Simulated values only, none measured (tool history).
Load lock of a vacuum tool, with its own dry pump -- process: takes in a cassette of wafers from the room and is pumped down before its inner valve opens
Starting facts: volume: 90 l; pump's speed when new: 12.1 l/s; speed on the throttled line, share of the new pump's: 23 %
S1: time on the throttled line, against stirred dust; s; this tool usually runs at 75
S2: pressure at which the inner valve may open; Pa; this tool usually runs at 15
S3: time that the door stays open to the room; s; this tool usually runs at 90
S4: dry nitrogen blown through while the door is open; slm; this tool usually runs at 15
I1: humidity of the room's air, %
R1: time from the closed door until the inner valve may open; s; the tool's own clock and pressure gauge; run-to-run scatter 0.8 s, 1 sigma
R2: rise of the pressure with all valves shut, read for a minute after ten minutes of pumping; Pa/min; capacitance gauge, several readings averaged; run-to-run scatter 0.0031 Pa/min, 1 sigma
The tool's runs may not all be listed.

run 1 hour=0 | S1=75 S2=15 S3=90 S4=15 | I1=45 | R1=124.8 R2=0.485
run 2 hour=320 | S1=75 S2=15 S3=90 S4=15 | I1=45.9 | R1=123.9 R2=0.503
run 3 hour=588.8 | S1=75 S2=15 S3=90 S4=15 | I1=44.2 | R1=124.5 R2=0.504
-- hour=1077.2 door's seal changed, seat wiped
run 4 hour=1080.3 | S1=75 S2=15 S3=90 S4=15 | I1=40.4 | R1=124.3 R2=0.061
run 5 hour=1443.1 | S1=75 S2=15 S3=90 S4=15 | I1=43 | R1=123.9 R2=0.064
run 6 hour=1968.6 | S1=75 S2=15 S3=90 S4=15 | I1=44.1 | R1=123.7 R2=0.063
run 7 hour=2488.3 | S1=75 S2=15 S3=90 S4=15 | I1=48.1 | R1=125.6 R2=0.084
run 8 hour=3076.9 | S1=87 S2=15 S3=90 S4=15 | I1=42.6 | R1=133 R2=0.077
run 9 hour=3619.3 | S1=75 S2=15 S3=90 S4=15 | I1=41 | R1=126.1 R2=0.075
run 10 hour=4144.1 | S1=75 S2=15 S3=90 S4=15 | I1=46.9 | R1=124.4 R2=0.09
run 11 hour=4756.2 | S1=75 S2=15 S3=59 S4=15 | I1=41.8 | R1=125.5 R2=0.071
run 12 hour=5104.1 | S1=75 S2=15 S3=90 S4=29 | I1=42.3 | R1=128.8 R2=0.082
run 13 hour=5736.4 | S1=126 S2=14 S3=32 S4=9 | I1=46.9 | R1=165.4 R2=0.076
run 14 hour=6081.6 | S1=58 S2=18 S3=27 S4=25 | I1=49.4 | R1=113.3 R2=0.069
run 15 hour=6429.8 | S1=58 S2=18 S3=27 S4=25 | I1=42.4 | R1=113.8 R2=0.064
run 16 hour=7051.5 | S1=41 S2=20 S3=55 S4=20 | I1=45 | R1=100.8 R2=0.094
run 17 hour=7663.1 | S1=40 S2=20 S3=85 S4=28 | I1=45.9 | R1=99.2 R2=0.108
run 18 hour=8171 | S1=75 S2=15 S3=90 S4=4 | I1=47.5 | R1=127.9 R2=0.154
run 19 hour=8634.6 | S1=75 S2=29 S3=90 S4=4 | I1=46.4 | R1=123.6 R2=0.157
run 20 hour=9131.7 | S1=75 S2=15 S3=72 S4=15 | I1=43.6 | R1=131 R2=0.134
run 21 hour=9747.8 | S1=75 S2=15 S3=72 S4=15 | I1=44.6 | R1=129.8 R2=0.144

Predict each of these 4 candidate next runs independently; none follows another, all start after run 21:
run A hour=10200 | S1=90 S2=12 S3=72 S4=21 | I1=43.6 | R1=? R2=?
run B hour=10200 | S1=62 S2=15 S3=148 S4=9 | I1=47.5 | R1=? R2=?
run C hour=10200 | S1=77 S2=15 S3=90 S4=15 | I1=47.3 | R1=? R2=?
run D hour=10200 | S1=75 S2=19 S3=204 S4=20 | I1=47.2 | R1=? R2=?

run=A R1=143.5 R2=0.142
run=B R1=120.6 R2=0.209
run=C R1=130.7 R2=0.165
run=D R1=128.6 R2=0.213
The same runs, with their run-to-run variation unchanged, on a tool lacking any hidden condition would have given:
run=A R1=137.7 R2=0.045
run=B R1=114.1 R2=0.111
run=C R1=124.8 R2=0.069
run=D R1=122.7 R2=0.116

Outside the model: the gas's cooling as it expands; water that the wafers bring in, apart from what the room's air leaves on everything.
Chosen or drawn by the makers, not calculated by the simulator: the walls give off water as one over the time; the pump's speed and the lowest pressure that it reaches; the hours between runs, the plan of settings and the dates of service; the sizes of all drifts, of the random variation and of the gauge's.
